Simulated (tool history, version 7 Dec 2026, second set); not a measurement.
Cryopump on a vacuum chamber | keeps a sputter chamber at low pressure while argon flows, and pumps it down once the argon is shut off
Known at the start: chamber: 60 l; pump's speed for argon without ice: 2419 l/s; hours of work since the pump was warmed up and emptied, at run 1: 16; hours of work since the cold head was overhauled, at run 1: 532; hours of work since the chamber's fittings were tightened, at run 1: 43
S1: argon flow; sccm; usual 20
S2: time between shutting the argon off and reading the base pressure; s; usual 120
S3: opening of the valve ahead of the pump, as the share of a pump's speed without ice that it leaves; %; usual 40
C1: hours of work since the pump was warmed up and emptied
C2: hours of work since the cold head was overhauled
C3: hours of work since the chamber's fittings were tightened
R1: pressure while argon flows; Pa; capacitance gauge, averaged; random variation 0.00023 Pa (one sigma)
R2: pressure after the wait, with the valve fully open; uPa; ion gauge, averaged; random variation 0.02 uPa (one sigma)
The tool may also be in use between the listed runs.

run,day,S1,S2,S3,C1,C2,C3,R1,R2
1,0.000,20,120,40,16,532,43,0.0354,0.31
2,0.867,28,120,40,31,547,58,0.0494,0.34
3,2.025,20,120,40,51,567,78,0.0354,0.31
4,2.683,20,120,40,63,579,90,0.0356,0.35
5,3.367,20,44,40,74,591,102,0.0351,0.63
6,4.450,20,44,40,93,609,120,0.0352,0.62
7,5.200,20,55,40,106,622,133,0.0358,0.52
8,6.217,20,55,40,124,640,151,0.0355,0.55
9,7.179,20,55,40,140,657,167,0.0355,0.54
10,8.262,20,120,16,159,675,186,0.0882,0.35
11,9.142,20,107,16,174,691,201,0.0881,0.39
12,10.096,20,107,16,191,707,218,0.0882,0.36
13,10.992,20,107,16,206,723,233,0.0882,0.43
14,11.592,20,107,16,217,733,244,0.0882,0.43
15,12.746,20,206,16,237,753,264,0.0883,0.30
16,13.479,20,206,16,249,766,276,0.0883,0.32
17,14.112,20,206,16,260,777,287,0.0888,0.35
18,15.192,20,206,16,279,795,306,0.0887,0.34
19,16.133,20,206,16,295,812,322,0.0885,0.37
20,16.675,18,120,34,305,821,332,0.0382,0.45
21,17.812,18,120,34,324,841,351,0.0383,0.43
22,18.867,21,120,21,343,859,370,0.0717,0.45
23,19.954,10,134,21,361,878,388,0.0343,0.40
24,20.721,15,134,21,375,891,402,0.0514,0.43
25,21.542,10,277,21,389,905,416,0.0336,0.36
26,22.117,10,277,21,399,915,426,0.0343,0.32
27,22.867,10,277,21,412,928,439,0.0339,0.37
28,23.412,10,277,21,421,937,448,0.0345,0.35
29,24.558,20,120,50,441,957,468,0.0300,0.48
30,25.321,22,40,53,454,971,481,0.0317,0.82
31,26.025,22,22,48,466,983,494,0.0345,1.22
32,26.538,21,75,16,475,992,502,0.0941,0.59
33,27.221,21,90,19,487,1003,514,0.0798,0.53

Forecast each of these 5 alternatives for the next run:
# day 28.129: pump warmed up, emptied and cooled again
A,28.233,27,90,19,2,1017,528,?,?
# day 28.129: pump warmed up, emptied and cooled again
B,28.233,15,47,18,2,1017,528,?,?
# day 28.129: pump warmed up, emptied and cooled again
C,28.233,20,99,40,2,1017,528,?,?
# day 28.129: pump warmed up, emptied and cooled again
D,28.233,14,120,18,2,1017,528,?,?
# day 28.129: pump warmed up, emptied and cooled again
E,28.233,21,24,46,2,1017,528,?,?

run,R1,R2
A,0.0997,0.51
B,0.0586,0.69
C,0.0350,0.52
D,0.0545,0.46
E,0.0320,1.14
Without the tool's hidden state the same runs would have given:
run,R1,R2
A,0.0994,0.35
B,0.0584,0.53
C,0.0348,0.36
D,0.0544,0.30
E,0.0318,0.98

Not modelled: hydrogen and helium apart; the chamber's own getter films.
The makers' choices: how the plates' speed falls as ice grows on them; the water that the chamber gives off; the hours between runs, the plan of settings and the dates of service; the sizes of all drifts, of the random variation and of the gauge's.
